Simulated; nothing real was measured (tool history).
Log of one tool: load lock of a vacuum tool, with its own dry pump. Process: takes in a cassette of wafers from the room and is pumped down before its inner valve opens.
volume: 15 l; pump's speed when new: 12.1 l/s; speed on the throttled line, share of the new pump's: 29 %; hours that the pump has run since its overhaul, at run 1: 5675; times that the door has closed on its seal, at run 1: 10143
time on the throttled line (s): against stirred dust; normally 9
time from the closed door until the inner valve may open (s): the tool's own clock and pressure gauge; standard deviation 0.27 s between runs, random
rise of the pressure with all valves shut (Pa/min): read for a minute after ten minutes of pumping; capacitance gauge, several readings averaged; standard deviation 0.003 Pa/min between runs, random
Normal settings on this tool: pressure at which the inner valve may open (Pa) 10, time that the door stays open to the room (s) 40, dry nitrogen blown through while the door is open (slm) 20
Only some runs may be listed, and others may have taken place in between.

run      day  time on the throttled line (s)  pressure at which the inner valve may open (Pa)  time that the door stays open to the room (s)  dry nitrogen blown through while the door is open (slm)  hours that the pump has run since its overhaul  times that the door has closed on its seal  incoming humidity of the room's air, %  time from the closed door until the inner valve may open (s)  rise of the pressure with all valves shut (Pa/min)
  1        0                               9                                               10                                             40                                                       20                                            5675                                       10143                                    41.6                                                          18.6                                               0.055
  2    7.979                               9                                               10                                             40                                                       20                                            5867                                       10342                                    45.7                                                          18.8                                               0.053
  3   16.533                               9                                               10                                             40                                                       20                                            6072                                       10554                                    45.2                                                          18.5                                               0.064
  4   24.171                               9                                               10                                             40                                                       20                                            6256                                       10744                                      46                                                          18.7                                               0.064
  5   32.333                               9                                               10                                             40                                                       20                                            6451                                       10947                                    47.1                                                          18.5                                               0.064
  6    40.45                               9                                               10                                             40                                                       20                                            6646                                       11149                                    42.6                                                          18.3                                               0.067
  7   47.196                               9                                               10                                             81                                                       20                                            6808                                       11316                                    40.3                                                          18.6                                               0.067
  8   58.733                               9                                               10                                             81                                                       20                                            7085                                       11603                                    44.8                                                          18.9                                               0.072
  9    67.65                               9                                               10                                             40                                                       20                                            7299                                       11825                                    48.5                                                          18.7                                               0.068
 10   78.208                               9                                               10                                             40                                                       20                                            7552                                       12087                                    41.3                                                            19                                               0.068
 11   85.804                               9                                               10                                             40                                                       20                                            7735                                       12276                                    42.2                                                          18.5                                               0.069
 12   94.946                               9                                               10                                             40                                                       20                                            7954                                       12503                                    46.1                                                          19.1                                               0.071
 13  105.846                               9                                               10                                             40                                                       20                                            8216                                       12774                                    46.5                                                          18.7                                               0.071
 14  118.617                              10                                               14                                             40                                                       20                                            8522                                       13091                                    45.7                                                          19.1                                               0.074
 15  131.329                               6                                               10                                            100                                                       35                                            8827                                       13407                                    45.5                                                          16.7                                               0.077
 16  140.396                              12                                               10                                             36                                                        5                                            9045                                       13632                                    44.5                                                          20.7                                               0.092
 17    147.5                               9                                               16                                             58                                                       20                                            9215                                       13809                                    44.2                                                          18.3                                               0.076
 18  154.546                               9                                               16                                             58                                                        5                                            9385                                       13984                                      44                                                          18.6                                               0.091
 19  162.225                               7                                               19                                             37                                                        5                                            9569                                       14175                                    42.9                                                          16.7                                               0.089
 20  170.471                              18                                               11                                             40                                                       20                                            9767                                       14379                                    49.2                                                          24.6                                               0.078
 21  177.571                               9                                                9                                             40                                                        7                                            9937                                       14556                                    48.3                                                          19.1                                               0.095
 22  188.417                               9                                                9                                             40                                                        7                                           10197                                       14825                                    46.1                                                          19.9                                               0.094
 23  196.762                               4                                                9                                             40                                                        7                                           10398                                       15033                                    40.9                                                          15.9                                                0.09
 24  206.412                               4                                                9                                             40                                                        7                                           10629                                       15273                                    48.4                                                            16                                               0.095
 25  212.692                              17                                                8                                             40                                                       17                                           10780                                       15429                                    47.1                                                          23.9                                               0.086

What if the next run were any one of these 3? Each begins from the tool's condition after run 25:
  A  224.833                              16                                               10                                             26                                                       17                                           11072                                       15730                                    43.6                                                             ?                                                   ?
  B  224.833                               9                                               10                                             99                                                       20                                           11072                                       15730                                    46.1                                                             ?                                                   ?
  C  224.833                              17                                               16                                             40                                                       17                                           11072                                       15730                                    43.5                                                             ?                                                   ?

run  time from the closed door until the inner valve may open (s)  rise of the pressure with all valves shut (Pa/min)
  A                                                          23.9                                               0.085
  B                                                          19.1                                               0.094
  C                                                          24.1                                               0.087
With the hidden condition removed and each run's random variation left untouched, the same runs would have given:
run  time from the closed door until the inner valve may open (s)  rise of the pressure with all valves shut (Pa/min)
  A                                                          22.8                                               0.025
  B                                                          17.8                                               0.035
  C                                                          23.2                                               0.028
